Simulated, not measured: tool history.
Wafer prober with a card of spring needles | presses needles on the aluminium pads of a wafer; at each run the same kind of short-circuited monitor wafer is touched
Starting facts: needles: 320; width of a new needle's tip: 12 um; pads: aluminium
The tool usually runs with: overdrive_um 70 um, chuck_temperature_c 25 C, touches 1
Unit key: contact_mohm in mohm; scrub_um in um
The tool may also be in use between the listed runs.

| run | hour | overdrive_um | chuck_temperature_c | touches | contact_mohm | scrub_um |
|---|---|---|---|---|---|---|
| 1 | 0 | 70 | 25 | 1 | 107 | 16.87 |
|  | 11.5 | tips cleaned on abrasive film |
|  | 22.9 | tips cleaned on abrasive film |
|  | 34.4 | tips cleaned on abrasive film |
| 2 | 34.4 | 70 | 25 | 1 | 108 | 16.94 |
|  | 46.5 | tips cleaned on abrasive film |
|  | 60.8 | tips cleaned on abrasive film |
|  | 75.1 | tips cleaned on abrasive film |
|  | 89.5 | tips cleaned on abrasive film |
| 3 | 92.8 | 70 | 25 | 1 | 111 | 17.01 |
|  | 101.3 | tips cleaned on abrasive film |
|  | 112.8 | tips cleaned on abrasive film |
|  | 127.1 | tips cleaned on abrasive film |
|  | 127.4 | height of the first contact set anew |
|  | 141.7 | tips cleaned on abrasive film |
| 4 | 150.7 | 70 | 25 | 1 | 109 | 16.93 |
|  | 153.7 | tips cleaned on abrasive film |
|  | 168 | tips cleaned on abrasive film |
|  | 179.5 | tips cleaned on abrasive film |
| 5 | 186.4 | 70 | 25 | 1 | 108 | 16.88 |
|  | 192.2 | tips cleaned on abrasive film |
|  | 206.5 | tips cleaned on abrasive film |
|  | 220.8 | tips cleaned on abrasive film |
| 6 | 230.4 | 70 | 25 | 1 | 110 | 16.94 |
|  | 233.4 | tips cleaned on abrasive film |
|  | 247.7 | tips cleaned on abrasive film |
|  | 260.6 | tips cleaned on abrasive film |
| 7 | 260.6 | 70 | 25 | 1 | 108 | 16.99 |
|  | 274.9 | tips cleaned on abrasive film |
|  | 289.2 | tips cleaned on abrasive film |
|  | 295.2 | height of the first contact set anew |
|  | 301 | tips cleaned on abrasive film |
|  | 315.3 | tips cleaned on abrasive film |
|  | 326.8 | tips cleaned on abrasive film |
| 8 | 329.9 | 70 | 25 | 1 | 108 | 16.97 |
|  | 338.6 | tips cleaned on abrasive film |
|  | 350 | tips cleaned on abrasive film |
|  | 364.4 | tips cleaned on abrasive film |
|  | 378.7 | tips cleaned on abrasive film |
| 9 | 381.3 | 70 | 25 | 1 | 109 | 16.96 |
|  | 392.8 | tips cleaned on abrasive film |
|  | 407.1 | tips cleaned on abrasive film |
| 10 | 413.5 | 70 | 25 | 1 | 110 | 16.94 |
|  | 419.3 | tips cleaned on abrasive film |
|  | 430.8 | tips cleaned on abrasive film |
|  | 442.2 | tips cleaned on abrasive film |
|  | 456.5 | tips cleaned on abrasive film |
|  | 462.5 | height of the first contact set anew |
|  | 471.2 | tips cleaned on abrasive film |
| 11 | 477.3 | 70 | 25 | 1 | 108 | 16.97 |
|  | 483.1 | tips cleaned on abrasive film |
|  | 497.4 | tips cleaned on abrasive film |
|  | 508.8 | tips cleaned on abrasive film |
| 12 | 516.6 | 70 | 25 | 1 | 108 | 16.94 |
|  | 522.4 | tips cleaned on abrasive film |
|  | 536.7 | tips cleaned on abrasive film |
| 13 | 546.1 | 72 | 25 | 1 | 108 | 17.47 |
|  | 549 | tips cleaned on abrasive film |
|  | 563.3 | tips cleaned on abrasive film |
|  | 577.6 | tips cleaned on abrasive film |
| 14 | 580.4 | 72 | 25 | 1 | 109 | 17.45 |
|  | 591.9 | tips cleaned on abrasive film |
|  | 603.4 | tips cleaned on abrasive film |
|  | 614.8 | tips cleaned on abrasive film |
|  | 628.6 | tips cleaned on abrasive film |
|  | 628.9 | height of the first contact set anew |
| 15 | 628.9 | 72 | 31 | 2 | 108 | 17.47 |
|  | 643.2 | tips cleaned on abrasive film |
|  | 657.5 | tips cleaned on abrasive film |
|  | 671.8 | tips cleaned on abrasive film |
|  | 686.1 | tips cleaned on abrasive film |
| 16 | 696 | 56 | 60 | 3 | 116 | 13.52 |
|  | 698.9 | tips cleaned on abrasive film |
|  | 713.2 | tips cleaned on abrasive film |
|  | 724.7 | tips cleaned on abrasive film |
|  | 739 | tips cleaned on abrasive film |
|  | 751.9 | tips cleaned on abrasive film |
| 17 | 751.9 | 70 | 83 | 1 | 116 | 16.95 |
|  | 763.4 | tips cleaned on abrasive film |
|  | 777.7 | tips cleaned on abrasive film |
|  | 792 | tips cleaned on abrasive film |
|  | 795.2 | height of the first contact set anew |
| 18 | 795.7 | 60 | 80 | 1 | 115 | 14.51 |
|  | 804.4 | tips cleaned on abrasive film |
|  | 818.7 | tips cleaned on abrasive film |
|  | 833 | tips cleaned on abrasive film |
| 19 | 840.9 | 60 | 80 | 1 | 117 | 14.54 |
|  | 846.7 | tips cleaned on abrasive film |
|  | 861 | tips cleaned on abrasive film |
|  | 872.4 | tips cleaned on abrasive film |
|  | 884.6 | tips cleaned on abrasive film |
| 20 | 884.6 | 70 | 56 | 2 | 110 | 16.89 |
|  | 898.9 | tips cleaned on abrasive film |
|  | 913.3 | tips cleaned on abrasive film |
|  | 927.6 | tips cleaned on abrasive film |
|  | 939 | tips cleaned on abrasive film |
| 21 | 946.7 | 70 | 56 | 2 | 112 | 16.94 |
|  | 952.5 | tips cleaned on abrasive film |
|  | 961.3 | height of the first contact set anew |
|  | 964.2 | tips cleaned on abrasive film |
|  | 976.6 | tips cleaned on abrasive film |
| 22 | 976.6 | 70 | 34 | 1 | 110 | 16.92 |
|  | 988.1 | tips cleaned on abrasive film |
|  | 1002.4 | tips cleaned on abrasive film |
| 23 | 1011.8 | 53 | 77 | 3 | 118 | 12.83 |
|  | 1014.7 | tips cleaned on abrasive film |
|  | 1029 | tips cleaned on abrasive film |
|  | 1043.3 | tips cleaned on abrasive film |
| 24 | 1046.4 | 89 | 84 | 1 | 120 | 21.52 |
|  | 1055 | tips cleaned on abrasive film |
|  | 1069.3 | tips cleaned on abrasive film |
|  | 1083.6 | tips cleaned on abrasive film |
| 25 | 1091.4 | 76 | 25 | 1 | 108 | 18.41 |

5 options for the next run, each taken on its own from the tool as it stands now. Forecast them:
|  | 1097.1 | tips cleaned on abrasive film |
|  | 1111.5 | tips cleaned on abrasive film |
|  | 1122.9 | tips cleaned on abrasive film |
|  | 1128.9 | height of the first contact set anew |
|  | 1137.6 | tips cleaned on abrasive film |
| A | 1144 | 89 | 41 | 2 | ? | ? |
|  | 1097.1 | tips cleaned on abrasive film |
|  | 1111.5 | tips cleaned on abrasive film |
|  | 1122.9 | tips cleaned on abrasive film |
|  | 1128.9 | height of the first contact set anew |
|  | 1137.6 | tips cleaned on abrasive film |
| B | 1144 | 79 | 108 | 1 | ? | ? |
|  | 1097.1 | tips cleaned on abrasive film |
|  | 1111.5 | tips cleaned on abrasive film |
|  | 1122.9 | tips cleaned on abrasive film |
|  | 1128.9 | height of the first contact set anew |
|  | 1137.6 | tips cleaned on abrasive film |
| C | 1144 | 76 | 103 | 2 | ? | ? |
|  | 1097.1 | tips cleaned on abrasive film |
|  | 1111.5 | tips cleaned on abrasive film |
|  | 1122.9 | tips cleaned on abrasive film |
|  | 1128.9 | height of the first contact set anew |
|  | 1137.6 | tips cleaned on abrasive film |
| D | 1144 | 51 | 25 | 1 | ? | ? |
|  | 1097.1 | tips cleaned on abrasive film |
|  | 1111.5 | tips cleaned on abrasive film |
|  | 1122.9 | tips cleaned on abrasive film |
|  | 1128.9 | height of the first contact set anew |
|  | 1137.6 | tips cleaned on abrasive film |
| E | 1144 | 51 | 105 | 1 | ? | ? |

| run | contact_mohm | scrub_um |
|---|---|---|
| A | 110 | 21.6 |
| B | 122 | 19.16 |
| C | 120 | 18.43 |
| D | 112 | 12.38 |
| E | 123 | 12.36 |
Without the tool's hidden state the same runs would have given:
| run | contact_mohm | scrub_um |
|---|---|---|
| A | 110 | 21.6 |
| B | 121 | 19.16 |
| C | 120 | 18.43 |
| D | 111 | 12.38 |
| E | 122 | 12.36 |
